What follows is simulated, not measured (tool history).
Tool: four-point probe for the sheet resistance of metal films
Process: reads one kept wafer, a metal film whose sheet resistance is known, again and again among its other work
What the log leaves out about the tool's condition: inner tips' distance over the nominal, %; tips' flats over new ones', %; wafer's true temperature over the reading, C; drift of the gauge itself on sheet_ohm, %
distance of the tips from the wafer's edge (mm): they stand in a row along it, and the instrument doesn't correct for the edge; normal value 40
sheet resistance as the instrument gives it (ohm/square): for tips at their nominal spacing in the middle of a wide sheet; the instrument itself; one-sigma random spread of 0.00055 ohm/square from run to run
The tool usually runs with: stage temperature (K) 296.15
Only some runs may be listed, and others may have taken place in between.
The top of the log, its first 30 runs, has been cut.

run	day	stage temperature (K)	distance of the tips from the wafer's edge (mm)	touches since the probe head was changed	hours of work since the stage's thermometer was calibrated	sheet resistance as the instrument gives it (ohm/square)
31	18.438	304.15	35	15616	106	2.723717
32	19.079	304.15	10	16105	114	2.736666
33	19.9	307.15	11	16727	124	2.729846
34	20.512	296.15	64	17194	132	2.735626
35	20.979	296.15	8	17551	138	2.757145
36	21.812	303.15	40	18186	148	2.724774
37	22.304	303.15	40	18558	154	2.723916
38	22.996	299.15	34	19086	163	2.730363
39	23.804	308.15	26	19702	173	2.71658
40	24.667	308.15	26	20357	184	2.717355
41	25.521	291.15	7	21009	195	2.773162
42	26.279	297.15	13	21584	205	2.740598
43	27.121	292.15	30	22226	215	2.742028
44	27.538	303.15	29	22543	220	2.724383
45	27.896	303.15	29	22817	225	2.724439

What if the next run were any one of these 3? Each begins from the tool's condition after run 45:
A	28.354	292.15	5	23165	231	?
B	28.354	292.15	22	23165	231	?
C	28.354	295.15	8	23165	231	?

run	sheet resistance as the instrument gives it (ohm/square)
A	2.798713
B	2.743003
C	2.758487
Without the tool's hidden state the same runs would have given:
run	sheet resistance as the instrument gives it (ohm/square)
A	2.790789
B	2.735227
C	2.750681
